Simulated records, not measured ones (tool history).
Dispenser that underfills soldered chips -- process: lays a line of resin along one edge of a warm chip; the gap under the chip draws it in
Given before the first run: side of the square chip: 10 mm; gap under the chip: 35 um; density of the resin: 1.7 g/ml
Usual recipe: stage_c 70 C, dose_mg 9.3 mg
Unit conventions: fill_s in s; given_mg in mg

run	day	stage_c	dose_mg	fill_s	given_mg
1	0	70	9.3	316.1	9.14
# day 0.221: new syringe of resin
2	0.338	70	12.03	259	11.67
# day 0.7: new syringe of resin
3	0.738	70	12.03	227.6	11.63
# day 1.171: new syringe of resin
4	1.346	70	12.03	277.4	11.7
# day 1.658: new syringe of resin
5	1.679	70	8.01	241.5	7.57
# day 2.167: new syringe of resin
6	2.279	70	8.01	275.2	7.54
# day 2.658: new syringe of resin
7	2.658	82	9.3	130	8.8
# day 3.154: new syringe of resin
8	3.25	82	9.3	148.6	8.73
# day 3.642: new syringe of resin
# day 3.754: dispensing valve cleaned and set on the balance
9	3.796	82	10.92	144.2	10.87
# day 4.179: new syringe of resin
10	4.262	82	10.92	141.7	10.72
# day 4.683: new syringe of resin
11	4.838	82	10.92	156	10.73
# day 5.171: new syringe of resin
12	5.375	74	8.63	243.3	8.35
# day 5.658: new syringe of resin
13	5.871	58	11.01	527.8	10.6
# day 6.125: new syringe of resin
14	6.429	58	11.01	597.5	10.59
# day 6.6: new syringe of resin
15	6.712	58	11.01	458	10.57
# day 7.088: new syringe of resin
16	7.25	58	11.01	509.2	10.51
# day 7.567: new syringe of resin
17	7.617	57	9.78	463.7	9.11
# day 8.062: new syringe of resin
18	8.125	84	10.41	129.1	9.83
19	8.408	67	11.46	403.9	10.69
# day 8.558: new syringe of resin
20	8.821	67	11.46	365.1	10.63
# day 9.038: dispensing valve cleaned and set on the balance
# day 9.088: new syringe of resin
21	9.138	82	10.91	135.1	11
# day 9.554: new syringe of resin
22	9.742	64	10.79	389.5	10.62

Predict each of these 5 candidate next runs independently; none follows another, all start after run 22:
# day 10.046: new syringe of resin
A	10.225	69	11.75	?	?
# day 10.046: new syringe of resin
B	10.225	59	8.57	?	?
# day 10.046: new syringe of resin
C	10.225	62	12.06	?	?
# day 10.046: new syringe of resin
D	10.225	59	10.54	?	?
# day 10.046: new syringe of resin
E	10.225	79	9.98	?	?

run	fill_s	given_mg
A	294.3	11.57
B	504.8	8.31
C	413	11.82
D	474.4	10.37
E	184.9	9.86
Without the tool's unlogged condition, the same runs would have read:
run	fill_s	given_mg
A	228.2	11.76
B	389.8	8.44
C	319.9	12.01
D	366.9	10.54
E	143.5	10.02
